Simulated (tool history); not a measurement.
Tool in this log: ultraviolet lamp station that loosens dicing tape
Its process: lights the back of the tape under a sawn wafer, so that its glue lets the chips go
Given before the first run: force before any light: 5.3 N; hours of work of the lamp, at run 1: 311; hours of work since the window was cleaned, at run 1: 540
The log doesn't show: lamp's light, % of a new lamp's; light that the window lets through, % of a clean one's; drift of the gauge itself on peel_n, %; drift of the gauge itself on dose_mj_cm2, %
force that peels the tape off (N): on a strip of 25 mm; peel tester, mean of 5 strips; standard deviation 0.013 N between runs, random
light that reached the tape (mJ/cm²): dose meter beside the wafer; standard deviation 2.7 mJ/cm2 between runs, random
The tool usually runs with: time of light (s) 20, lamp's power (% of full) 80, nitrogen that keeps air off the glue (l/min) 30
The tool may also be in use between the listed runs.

run    hour  time of light (s)  lamp's power (% of full)  nitrogen that keeps air off the glue (l/min)  hours of work of the lamp  hours of work since the window was cleaned  force that peels the tape off (N)  light that reached the tape (mJ/cm²)
  1       0                 20                        80                                            30                        311                                         540                              0.962                                   294
  2    30.8                 20                        80                                            28                        328                                         557                              1.041                                   291
  3      59                 20                        80                                            28                        343                                         572                              1.048                                   287
  4    86.7                 20                        80                                            30                        357                                         586                              0.996                                   283
  5   117.2                 20                        80                                            30                        373                                         602                              1.033                                   280
  6   158.8                 20                        80                                            30                        395                                         624                              1.052                                   278
      175.1  -- window cleaned of glue's vapour
  7     184                 20                        80                                            19                        408                                           5                              1.041                                   319
  8     204                 20                        68                                            30                        419                                          15                              1.127                                   269
  9   240.3                 20                        68                                            30                        438                                          34                              1.069                                   267
 10     283                 20                        68                                            30                        461                                          57                              1.116                                   258
 11   324.1                 20                        68                                            30                        482                                          79                              1.199                                   259
 12   346.1                 20                        68                                            30                        494                                          90                              1.156                                   256
 13   372.5                 15                        80                                            30                        508                                         104                              1.429                                   225
 14   402.7                 12                        80                                            30                        524                                         120                              1.893                                   177
 15   427.8                 20                        80                                            30                        537                                         134                              0.968                                   293
 16     472                 20                        80                                            30                        561                                         157                              0.973                                   287
 17   517.1                 20                        80                                            30                        584                                         181                              1.035                                   280
 18   553.4                 10                        80                                            30                        604                                         200                              2.399                                   140
 19   582.2                 10                        80                                            30                        619                                         215                              2.375                                   139
 20   624.1                 10                        80                                            30                        641                                         237                              2.341                                   135
 21   661.5                 10                        80                                            30                        661                                         257                              2.377                                   131
 22   700.8                 20                        80                                            30                        681                                         278                              1.113                                   263
 23   728.2                 20                        80                                            30                        696                                         292                              1.165                                   261
 24   755.7                 20                        80                                            30                        710                                         307                              1.222                                   258
 25   778.7                 20                        70                                            30                        723                                         319                               1.44                                   221
 26     822                 20                        80                                            42                        745                                         342                              1.075                                   253
 27   857.9                 13                        80                                            42                        764                                         361                              1.901                                   162
 28   884.8                 13                        80                                            42                        779                                         375                              1.893                                   159
 29   928.7                 20                        81                                            14                        802                                         398                              1.691                                   244
 30   965.5                 20                        81                                            14                        821                                         418                              1.714                                   241
 31  1004.5                 20                        66                                            30                        842                                         438                              1.752                                   191
 32  1027.7                 14                        66                                            30                        854                                         451                              2.319                                   132
     1032.9  -- lamp changed
 33  1065.8                 14                        66                                            30                         17                                         470                              1.724                                   192
 34  1107.6                 34                        67                                            12                         39                                         492                              0.732                                   469
 35  1127.5                 20                        98                                            30                         50                                         503                              0.546                                   401
 36  1150.4                 27                        98                                            59                         62                                         515                              0.185                                   531
 37  1193.2                 35                        80                                            18                         85                                         537                              0.379                                   561
 38  1214.1                 16                        97                                            24                         96                                         549                              0.998                                   309
 39  1247.7                 23                        84                                            31                        114                                         566                              0.592                                   375
 40    1286                 23                        84                                            31                        134                                         586                              0.638                                   379
 41  1312.9                 11                        79                                            22                        148                                         601                              2.119                                   169
 42  1341.6                 17                        82                                            31                        163                                         616                                1.1                                   260
 43  1364.2                 13                        80                                            30                        175                                         628                              1.618                                   197

Hidden state or all else? Some run-to-run changes of force that peels the tape off (N), split into what the settings, what came in and random variation would give without the hidden state, and what is left for the hidden state (with any gauge scatter that isn't in both results):
Run 17 -> 18: time of light (s) 20 -> 10. force that peels the tape off (N) +1.364: hidden state +0.186, all else +1.178.
Run 21 -> 22: time of light (s) 10 -> 20. force that peels the tape off (N) -1.264: hidden state -0.138, all else -1.126.
Run 26 -> 27: time of light (s) 20 -> 13. force that peels the tape off (N) +0.826: hidden state +0.217, all else +0.609.
Run 32 -> 33: lamp changed. force that peels the tape off (N) -0.595: hidden state -0.665, all else +0.07.
Run 40 -> 41: time of light (s) 23 -> 11, lamp's power (% of full) 84 -> 79, nitrogen that keeps air off the glue (l/min) 31 -> 22. force that peels the tape off (N) +1.481: hidden state +0.175, all else +1.306.
